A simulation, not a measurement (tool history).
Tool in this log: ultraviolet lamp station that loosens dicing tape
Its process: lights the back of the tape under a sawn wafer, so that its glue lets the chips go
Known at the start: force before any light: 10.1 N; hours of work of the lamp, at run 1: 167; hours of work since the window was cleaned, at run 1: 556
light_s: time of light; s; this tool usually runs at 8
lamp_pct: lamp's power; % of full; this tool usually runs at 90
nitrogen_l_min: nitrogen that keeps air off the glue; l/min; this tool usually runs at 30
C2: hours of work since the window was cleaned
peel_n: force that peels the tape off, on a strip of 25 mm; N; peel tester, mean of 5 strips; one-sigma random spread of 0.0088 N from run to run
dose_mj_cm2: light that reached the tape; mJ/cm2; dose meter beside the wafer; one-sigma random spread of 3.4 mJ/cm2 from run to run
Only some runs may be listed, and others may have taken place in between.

run 1 day=0.000 | light_s=8 lamp_pct=90 nitrogen_l_min=30 | hours_of_work_of_the_lamp=167 C2=556 | peel_n=0.638 dose_mj_cm2=439
run 2 day=0.362 | light_s=8 lamp_pct=90 nitrogen_l_min=60 | hours_of_work_of_the_lamp=173 C2=562 | peel_n=0.388 dose_mj_cm2=431
run 3 day=0.821 | light_s=8 lamp_pct=90 nitrogen_l_min=30 | hours_of_work_of_the_lamp=180 C2=570 | peel_n=0.656 dose_mj_cm2=431
run 4 day=1.350 | light_s=8 lamp_pct=90 nitrogen_l_min=16 | hours_of_work_of_the_lamp=189 C2=578 | peel_n=1.163 dose_mj_cm2=426
run 5 day=1.975 | light_s=8 lamp_pct=90 nitrogen_l_min=16 | hours_of_work_of_the_lamp=200 C2=589 | peel_n=1.160 dose_mj_cm2=428
run 6 day=2.250 | light_s=8 lamp_pct=90 nitrogen_l_min=16 | hours_of_work_of_the_lamp=204 C2=593 | peel_n=1.158 dose_mj_cm2=423
run 7 day=2.717 | light_s=8 lamp_pct=90 nitrogen_l_min=16 | hours_of_work_of_the_lamp=212 C2=601 | peel_n=1.194 dose_mj_cm2=422
run 8 day=3.071 | light_s=14 lamp_pct=90 nitrogen_l_min=30 | hours_of_work_of_the_lamp=218 C2=607 | peel_n=0.210 dose_mj_cm2=729
run 9 day=3.633 | light_s=14 lamp_pct=90 nitrogen_l_min=30 | hours_of_work_of_the_lamp=227 C2=616 | peel_n=0.210 dose_mj_cm2=731
run 10 day=4.196 | light_s=14 lamp_pct=90 nitrogen_l_min=30 | hours_of_work_of_the_lamp=237 C2=626 | peel_n=0.212 dose_mj_cm2=718
run 11 day=4.525 | light_s=14 lamp_pct=90 nitrogen_l_min=30 | hours_of_work_of_the_lamp=242 C2=631 | peel_n=0.214 dose_mj_cm2=713
run 12 day=5.083 | light_s=8 lamp_pct=90 nitrogen_l_min=15 | hours_of_work_of_the_lamp=252 C2=641 | peel_n=1.301 dose_mj_cm2=404
run 13 day=5.654 | light_s=8 lamp_pct=90 nitrogen_l_min=15 | hours_of_work_of_the_lamp=261 C2=650 | peel_n=1.336 dose_mj_cm2=403
run 14 day=6.125 | light_s=15 lamp_pct=90 nitrogen_l_min=30 | hours_of_work_of_the_lamp=269 C2=658 | peel_n=0.202 dose_mj_cm2=752
run 15 day=6.742 | light_s=5 lamp_pct=90 nitrogen_l_min=30 | hours_of_work_of_the_lamp=279 C2=668 | peel_n=1.902 dose_mj_cm2=254
run 16 day=7.138 | light_s=5 lamp_pct=90 nitrogen_l_min=30 | hours_of_work_of_the_lamp=286 C2=675 | peel_n=1.909 dose_mj_cm2=250
run 17 day=7.675 | light_s=5 lamp_pct=85 nitrogen_l_min=30 | hours_of_work_of_the_lamp=295 C2=684 | peel_n=2.157 dose_mj_cm2=233
run 18 day=7.983 | light_s=6 lamp_pct=76 nitrogen_l_min=50 | hours_of_work_of_the_lamp=300 C2=689 | peel_n=1.421 dose_mj_cm2=253
-- day=8.062 window cleaned of glue's vapour
run 19 day=8.621 | light_s=6 lamp_pct=76 nitrogen_l_min=50 | hours_of_work_of_the_lamp=310 C2=9 | peel_n=1.025 dose_mj_cm2=301
run 20 day=9.258 | light_s=6 lamp_pct=76 nitrogen_l_min=50 | hours_of_work_of_the_lamp=321 C2=20 | peel_n=1.024 dose_mj_cm2=302
run 21 day=9.596 | light_s=9 lamp_pct=76 nitrogen_l_min=30 | hours_of_work_of_the_lamp=327 C2=26 | peel_n=0.637 dose_mj_cm2=437
run 22 day=9.975 | light_s=8 lamp_pct=90 nitrogen_l_min=57 | hours_of_work_of_the_lamp=333 C2=32 | peel_n=0.339 dose_mj_cm2=464
run 23 day=10.621 | light_s=8 lamp_pct=90 nitrogen_l_min=57 | hours_of_work_of_the_lamp=344 C2=43 | peel_n=0.336 dose_mj_cm2=463
run 24 day=11.025 | light_s=8 lamp_pct=90 nitrogen_l_min=57 | hours_of_work_of_the_lamp=351 C2=50 | peel_n=0.345 dose_mj_cm2=462
run 25 day=11.375 | light_s=16 lamp_pct=91 nitrogen_l_min=30 | hours_of_work_of_the_lamp=356 C2=55 | peel_n=0.185 dose_mj_cm2=924
run 26 day=11.654 | light_s=7 lamp_pct=90 nitrogen_l_min=30 | hours_of_work_of_the_lamp=361 C2=60 | peel_n=0.779 dose_mj_cm2=395
run 27 day=12.046 | light_s=7 lamp_pct=93 nitrogen_l_min=54 | hours_of_work_of_the_lamp=368 C2=67 | peel_n=0.456 dose_mj_cm2=413
run 28 day=12.388 | light_s=11 lamp_pct=62 nitrogen_l_min=42 | hours_of_work_of_the_lamp=373 C2=72 | peel_n=0.529 dose_mj_cm2=429
run 29 day=12.729 | light_s=7 lamp_pct=97 nitrogen_l_min=45 | hours_of_work_of_the_lamp=379 C2=78 | peel_n=0.484 dose_mj_cm2=428
run 30 day=13.062 | light_s=7 lamp_pct=97 nitrogen_l_min=45 | hours_of_work_of_the_lamp=385 C2=84 | peel_n=0.490 dose_mj_cm2=423
run 31 day=13.729 | light_s=5 lamp_pct=97 nitrogen_l_min=45 | hours_of_work_of_the_lamp=396 C2=95 | peel_n=1.078 dose_mj_cm2=302

Below are 3 alternative next runs, each starting from the tool's condition after run 31. Predict each:
run A day=14.192 | light_s=6 lamp_pct=93 nitrogen_l_min=55 | hours_of_work_of_the_lamp=403 C2=102 | peel_n=? dose_mj_cm2=?
run B day=14.192 | light_s=5 lamp_pct=99 nitrogen_l_min=27 | hours_of_work_of_the_lamp=403 C2=102 | peel_n=? dose_mj_cm2=?
run C day=14.192 | light_s=5 lamp_pct=74 nitrogen_l_min=45 | hours_of_work_of_the_lamp=403 C2=102 | peel_n=? dose_mj_cm2=?

run=A peel_n=0.707 dose_mj_cm2=345
run=B peel_n=1.436 dose_mj_cm2=305
run=C peel_n=1.783 dose_mj_cm2=227
Stripped of hidden state, with their random variation kept, the same runs would have yielded:
run=A peel_n=0.415 dose_mj_cm2=434
run=B peel_n=0.912 dose_mj_cm2=383
run=C peel_n=1.168 dose_mj_cm2=286
